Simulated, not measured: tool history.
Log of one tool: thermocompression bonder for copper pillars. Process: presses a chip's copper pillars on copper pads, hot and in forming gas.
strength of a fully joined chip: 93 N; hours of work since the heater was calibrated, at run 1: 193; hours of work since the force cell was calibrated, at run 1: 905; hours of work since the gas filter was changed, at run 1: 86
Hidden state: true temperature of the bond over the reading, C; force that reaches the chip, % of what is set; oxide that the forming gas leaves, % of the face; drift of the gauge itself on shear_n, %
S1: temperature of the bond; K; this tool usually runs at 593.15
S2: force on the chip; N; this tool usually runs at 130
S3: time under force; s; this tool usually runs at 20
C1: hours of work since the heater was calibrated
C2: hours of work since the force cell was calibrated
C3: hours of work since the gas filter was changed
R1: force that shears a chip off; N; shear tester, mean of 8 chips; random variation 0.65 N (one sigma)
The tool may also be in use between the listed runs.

run	day	S1	S2	S3	C1	C2	C3	R1
1	0.000	593.15	130	20	193	905	86	55.3
# day 1.696: force cell calibrated
# day 3.588: forming gas filter changed
2	3.892	593.15	130	20	257	37	5	59.1
3	7.217	593.15	130	20	314	93	62	57.4
4	11.188	593.15	179	20	381	161	129	63.5
# day 12.312: forming gas filter changed
5	14.488	593.15	130	20	437	216	37	60.0
6	17.167	593.15	130	19	482	262	82	57.2
# day 20.917: forming gas filter changed
7	21.033	593.15	130	19	547	327	2	60.6
8	25.092	593.15	130	47	616	396	71	72.0
9	28.925	593.15	130	47	681	461	136	69.2
# day 29.504: forming gas filter changed
# day 30.325: heater calibrated with a thermocouple chip
10	32.554	593.15	100	20	38	521	50	50.1
11	34.925	593.15	160	20	78	561	91	58.9
# day 38.129: forming gas filter changed
12	39.108	593.15	130	20	149	631	17	56.1
13	42.842	593.15	130	20	212	695	80	55.0
# day 46.721: forming gas filter changed
14	46.808	593.15	130	20	279	762	1	57.3
15	50.358	593.15	130	20	339	822	62	55.3
16	52.842	588.15	130	20	381	864	104	51.9
# day 55.167: forming gas filter changed
17	56.504	588.15	130	20	443	926	23	54.0
# day 56.838: force cell calibrated
18	60.246	588.15	130	20	505	58	85	56.5
# day 63.696: forming gas filter changed
19	64.283	594.15	115	11	574	126	10	48.9
20	66.033	594.15	115	11	603	156	40	47.8
21	68.588	593.15	130	15	647	199	83	54.7
22	71.142	570.15	142	32	690	242	126	55.3
# day 72.004: heater calibrated with a thermocouple chip
# day 72.333: forming gas filter changed
23	74.429	570.15	142	32	41	296	36	53.0
24	77.750	570.15	142	32	97	353	92	51.5
25	80.692	570.15	142	32	147	402	142	50.8
# day 80.954: forming gas filter changed
26	83.604	593.15	130	33	196	452	45	66.0
27	87.908	608.15	106	20	269	525	118	58.9
# day 89.438: forming gas filter changed
28	91.000	608.15	106	20	321	577	26	62.4
29	93.917	578.15	161	20	371	626	76	53.3
30	96.583	610.15	132	17	416	671	121	62.1

Run 31 comes next. What will it give?
# day 97.871: forming gas filter changed
31	100.242	573.15	130	17	478	733	40	?

Run 31 came out at R1 45.7 N.
Were there no unlogged condition in the tool, this run, its random variation unchanged, would have produced R1 44.8 N.
